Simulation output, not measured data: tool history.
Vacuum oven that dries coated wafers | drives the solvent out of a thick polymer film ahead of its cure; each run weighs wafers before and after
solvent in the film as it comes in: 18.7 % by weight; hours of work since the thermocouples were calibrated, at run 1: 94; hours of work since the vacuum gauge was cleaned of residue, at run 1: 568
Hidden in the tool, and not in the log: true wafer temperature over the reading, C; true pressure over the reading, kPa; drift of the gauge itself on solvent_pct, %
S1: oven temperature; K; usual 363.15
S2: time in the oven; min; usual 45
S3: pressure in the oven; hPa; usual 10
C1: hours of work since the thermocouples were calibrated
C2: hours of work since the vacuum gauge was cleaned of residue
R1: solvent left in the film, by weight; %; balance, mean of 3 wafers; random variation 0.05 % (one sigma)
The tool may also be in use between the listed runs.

Run 1, day 0: usual settings; C1 94; C2 568. Result: R1 4.69 %.
Run 2, day 0.629: usual settings; C1 106; C2 580. Result: R1 4.76 %.
Run 3, day 1.312: usual settings but S3 6 hPa; C1 119; C2 593. Result: R1 4.56 %.
Run 4, day 2.1: usual settings but S2 35 min; C1 134; C2 607. Result: R1 6 %.
Run 5, day 2.571: usual settings but S1 358.15 K; C1 143; C2 616. Result: R1 6.18 %.
Run 6, day 3.108: usual settings but S1 358.15 K; C1 153; C2 626. Result: R1 6.25 %.
Run 7, day 3.529: usual settings but S1 368.15 K, S2 77 min; C1 161; C2 634. Result: R1 1.45 %.
At day 3.675: vacuum gauge cleaned of residue and calibrated.
Run 8, day 4.129: usual settings but S1 350.15 K, S2 38 min, S3 12.5 hPa; C1 171; C2 9. Result: R1 9.84 %.
Run 9, day 4.688: usual settings but S1 350.15 K, S2 50 min, S3 12.5 hPa; C1 181; C2 19. Result: R1 8.54 %.
Run 10, day 5.617: usual settings but S1 350.15 K, S2 50 min, S3 12.5 hPa; C1 199; C2 36. Result: R1 8.52 %.
Run 11, day 6.433: usual settings but S1 350.15 K, S2 50 min, S3 12.5 hPa; C1 214; C2 52. Result: R1 8.51 %.
At day 6.733: vacuum gauge cleaned of residue and calibrated, once more.
Run 12, day 7.371: usual settings but S1 366.15 K, S2 64 min, S3 26.6 hPa; C1 230; C2 12. Result: R1 3.22 %.

Forecast each of these 5 alternatives for the next run:
Run A, day 7.779: usual settings but S1 348.15 K, S2 72 min, S3 5.2 hPa; C1 238; C2 20. Result: R1 ?.
Run B, day 7.779: usual settings but S1 369.15 K, S2 42 min, S3 7.2 hPa; C1 238; C2 20. Result: R1 ?.
Run C, day 7.779: usual settings but S1 364.15 K; C1 238; C2 20. Result: R1 ?.
Run D, day 7.779: usual settings but S1 367.15 K, S2 55 min, S3 10.2 hPa; C1 238; C2 20. Result: R1 ?.
Run E, day 7.779: usual settings but S1 366.15 K, S2 64 min, S3 15.2 hPa; C1 238; C2 20. Result: R1 ?.

run    R1
  A  6.44
  B  3.13
  C  4.42
  D   2.6
  E  2.57
Without the tool's hidden state the same runs would have given:
run    R1
  A  6.32
  B  3.04
  C  4.31
  D  2.52
  E  2.49

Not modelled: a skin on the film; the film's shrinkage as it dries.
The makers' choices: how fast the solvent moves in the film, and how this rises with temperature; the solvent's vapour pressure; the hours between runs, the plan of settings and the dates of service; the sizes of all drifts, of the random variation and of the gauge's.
